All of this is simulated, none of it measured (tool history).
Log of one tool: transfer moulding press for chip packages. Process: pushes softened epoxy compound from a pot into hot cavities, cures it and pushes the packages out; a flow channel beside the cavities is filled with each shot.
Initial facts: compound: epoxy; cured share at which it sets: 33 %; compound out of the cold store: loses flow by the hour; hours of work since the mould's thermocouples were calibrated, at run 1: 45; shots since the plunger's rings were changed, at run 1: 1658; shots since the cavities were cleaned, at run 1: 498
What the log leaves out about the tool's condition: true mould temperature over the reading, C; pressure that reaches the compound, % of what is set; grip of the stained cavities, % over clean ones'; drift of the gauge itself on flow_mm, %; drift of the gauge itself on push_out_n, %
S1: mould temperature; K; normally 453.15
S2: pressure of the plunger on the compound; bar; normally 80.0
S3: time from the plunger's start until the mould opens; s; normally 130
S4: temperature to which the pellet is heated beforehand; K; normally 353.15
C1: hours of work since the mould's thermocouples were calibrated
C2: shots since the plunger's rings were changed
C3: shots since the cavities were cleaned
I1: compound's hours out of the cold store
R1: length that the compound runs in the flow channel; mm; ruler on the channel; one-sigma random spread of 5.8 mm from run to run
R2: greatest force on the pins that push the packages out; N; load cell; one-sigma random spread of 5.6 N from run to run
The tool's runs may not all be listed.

Run 1, day 0.000: usual settings; C1 45; C2 1658; C3 498; I1 26.8. Result: R1 858 mm, R2 374 N.
At day 1.212: cavities cleaned with cleaning compound and waxed.
Run 2, day 1.496: usual settings; C1 59; C2 1865; C3 41; I1 43.2. Result: R1 775 mm, R2 268 N.
Run 3, day 2.850: usual settings; C1 73; C2 2061; C3 237; I1 27.6. Result: R1 849 mm, R2 320 N.
Run 4, day 5.371: usual settings; C1 97; C2 2425; C3 601; I1 24.9. Result: R1 853 mm, R2 374 N.
At day 5.858: cavities cleaned with cleaning compound and waxed.
Run 5, day 8.125: usual settings; C1 124; C2 2814; C3 328; I1 23.5. Result: R1 847 mm, R2 345 N.
Run 6, day 10.012: usual settings; C1 143; C2 3087; C3 601; I1 29.2. Result: R1 813 mm, R2 373 N.
At day 10.483: cavities cleaned with cleaning compound and waxed.
Run 7, day 12.304: usual settings but S3 168 s; C1 165; C2 3409; C3 263; I1 21.8. Result: R1 856 mm, R2 272 N.
Run 8, day 14.233: usual settings but S3 168 s; C1 184; C2 3688; C3 542; I1 46.5. Result: R1 736 mm, R2 314 N.
At day 15.050: cavities cleaned with cleaning compound and waxed.
Run 9, day 17.192: usual settings but S3 168 s; C1 212; C2 4106; C3 309; I1 18.8. Result: R1 854 mm, R2 289 N.
Run 10, day 19.258: usual settings but S3 168 s; C1 233; C2 4405; C3 608; I1 45.8. Result: R1 730 mm, R2 316 N.
At day 19.562: cavities cleaned with cleaning compound and waxed.
Run 11, day 22.208: usual settings; C1 261; C2 4822; C3 382; I1 31.6. Result: R1 789 mm, R2 332 N.
Run 12, day 23.567: usual settings but S2 63.3 bar; C1 275; C2 5019; C3 579; I1 29.4. Result: R1 696 mm, R2 361 N.
At day 23.892: mould's thermocouples calibrated.
At day 24.221: cavities cleaned with cleaning compound and waxed.
Run 13, day 26.121: usual settings; C1 21; C2 5367; C3 275; I1 10.2. Result: R1 865 mm, R2 323 N.
Run 14, day 28.450: usual settings but S3 129 s; C1 44; C2 5704; C3 612; I1 24.3. Result: R1 789 mm, R2 370 N.
At day 28.667: mould's thermocouples calibrated, once more.
At day 28.946: cavities cleaned with cleaning compound and waxed.
Run 15, day 29.900: usual settings but S1 451.15 K, S2 74.6 bar; C1 12; C2 5892; C3 138; I1 20.4. Result: R1 799 mm, R2 350 N.
Run 16, day 32.733: usual settings but S1 445.15 K, S4 346.15 K; C1 40; C2 6301; C3 547; I1 46.8. Result: R1 737 mm, R2 623 N.
At day 33.562: cavities cleaned with cleaning compound and waxed.
Run 17, day 34.042: usual settings but S1 445.15 K, S4 346.15 K; C1 52; C2 6481; C3 69; I1 40.9. Result: R1 756 mm, R2 478 N.
Run 18, day 35.412: usual settings but S1 445.15 K, S4 346.15 K; C1 65; C2 6679; C3 267; I1 45.6. Result: R1 742 mm, R2 521 N.
At day 36.075: plunger's sealing rings changed.
Run 19, day 37.567: usual settings but S1 445.15 K, S4 346.15 K; C1 86; C2 216; C3 564; I1 34.4. Result: R1 896 mm, R2 642 N.
At day 38.267: cavities cleaned with cleaning compound and waxed.
Run 20, day 39.342: usual settings but S1 445.15 K, S4 346.15 K; C1 103; C2 463; C3 155; I1 13.3. Result: R1 998 mm, R2 587 N.
Run 21, day 41.850: usual settings but S1 451.15 K, S2 66.1 bar, S3 115 s, S4 363.15 K; C1 127; C2 826; C3 518; I1 16.4. Result: R1 841 mm, R2 522 N.
At day 42.950: cavities cleaned with cleaning compound and waxed.
Run 22, day 43.458: usual settings but S1 460.15 K, S2 77.2 bar, S3 120 s; C1 143; C2 1049; C3 73; I1 26.0. Result: R1 817 mm, R2 249 N.
Run 23, day 46.254: usual settings but S2 92.9 bar; C1 170; C2 1453; C3 477; I1 26.1. Result: R1 938 mm, R2 356 N.
At day 47.504: cavities cleaned with cleaning compound and waxed.
Run 24, day 48.212: usual settings but S2 92.9 bar; C1 189; C2 1727; C3 102; I1 39.2. Result: R1 863 mm, R2 286 N.
Run 25, day 51.088: usual settings but S2 92.9 bar; C1 218; C2 2143; C3 518; I1 21.9. Result: R1 942 mm, R2 373 N.
At day 52.100: cavities cleaned with cleaning compound and waxed.
Run 26, day 52.971: usual settings but S1 457.15 K, S2 76.0 bar, S4 359.15 K; C1 235; C2 2406; C3 126; I1 32.0. Result: R1 781 mm, R2 260 N.
Run 27, day 55.462: usual settings but S1 457.15 K, S2 76.0 bar, S4 359.15 K; C1 260; C2 2766; C3 486; I1 31.5. Result: R1 771 mm, R2 315 N.
At day 56.725: cavities cleaned with cleaning compound and waxed.
Run 28, day 58.100: usual settings but S1 460.15 K, S3 115 s, S4 356.15 K; C1 286; C2 3138; C3 198; I1 29.7. Result: R1 778 mm, R2 268 N.

Alternative continuations, all from the tool just after run 28; predict every row:
Run A, day 60.350: usual settings but S1 447.15 K, S3 115 s, S4 356.15 K; C1 308; C2 3464; C3 524; I1 27.2. Result: R1 ?, R2 ?.
Run B, day 60.350: usual settings but S1 459.15 K, S2 74.3 bar, S3 165 s, S4 356.15 K; C1 308; C2 3464; C3 524; I1 47.0. Result: R1 ?, R2 ?.
Run C, day 60.350: usual settings but S1 460.15 K, S2 76.2 bar, S3 115 s, S4 356.15 K; C1 308; C2 3464; C3 524; I1 11.5. Result: R1 ?, R2 ?.
Run D, day 60.350: usual settings but S1 454.15 K, S3 128 s, S4 350.15 K; C1 308; C2 3464; C3 524; I1 19.8. Result: R1 ?, R2 ?.

run   R1   R2
  A  859  674
  B  688  302
  C  834  325
  D  850  353
Without the tool's hidden state the same runs would have given:
run   R1   R2
  A  931  516
  B  744  217
  C  902  239
  D  920  263
